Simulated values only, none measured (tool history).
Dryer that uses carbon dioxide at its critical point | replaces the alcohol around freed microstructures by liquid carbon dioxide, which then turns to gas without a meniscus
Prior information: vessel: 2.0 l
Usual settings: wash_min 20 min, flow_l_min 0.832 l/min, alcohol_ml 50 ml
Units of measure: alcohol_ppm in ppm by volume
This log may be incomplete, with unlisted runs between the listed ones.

run,hour,wash_min,flow_l_min,alcohol_ml,alcohol_ppm
1,0,20,0.832,50,136
2,14.3,12,0.832,50,606
3,45.8,12,0.832,50,628
4,61.9,12,0.832,50,648
5,83,20,0.673,50,261
6,102,20,0.673,50,269
7,118.7,20,0.673,50,266
8,136,20,0.832,50,167
9,155.2,20,0.832,50,170
10,171.6,20,0.832,50,170
11,203.5,20,0.832,50,179
12,220.7,20,0.832,63,190
13,235.5,20,0.832,29,157
14,249.9,20,0.832,29,165
15,265.9,20,0.832,29,173
16,295.3,12,0.832,29,516
17,326.5,12,0.832,29,525
18,360.9,12,0.832,29,551
19,389.7,12,0.832,29,554
# hour 392.5: inlet filter changed
20,419.7,20,0.531,50,509
21,446.1,20,0.531,50,545
22,480.8,20,0.531,50,563
23,509.4,20,0.531,50,580
24,543.9,15,1.251,42,173
25,570.3,16,0.832,50,317
26,589.7,25,0.917,50,164
27,607,25,0.917,68,171
28,627.5,18,0.855,102,307
29,661.5,18,0.855,102,327
30,686.8,18,0.855,102,324
31,714.8,18,0.855,102,338
32,740.2,27,0.832,20,191
33,764.2,20,0.832,26,214
34,789.5,20,0.832,26,225
35,817,17,1.002,62,265
36,841.2,15,1.068,63,281
# hour 867.1: inlet filter changed
37,867.4,15,1.068,63,256
38,882.1,13,0.515,105,3836
39,916.3,21,0.653,78,382
40,930.4,16,0.993,33,231
41,952.1,24,0.938,67,202
42,967.4,13,0.874,73,612
43,989.2,17,0.993,73,262
44,1022.7,20,0.557,21,367
45,1038.2,25,0.701,50,239
46,1066.6,24,0.565,35,315

Below are 5 alternative next runs, each starting from the tool's condition after run 46. Predict each:
A,1097.8,24,0.951,20,?
B,1097.8,12,0.565,20,?
C,1097.8,31,0.504,45,?
D,1097.8,24,1.373,35,?
E,1097.8,26,0.832,83,?

run,alcohol_ppm
A,227
B,1022
C,275
D,224
E,225
Had the tool no hidden state, the same runs would have come out as:
run,alcohol_ppm
A,10
B,694
C,44
D,7
E,2
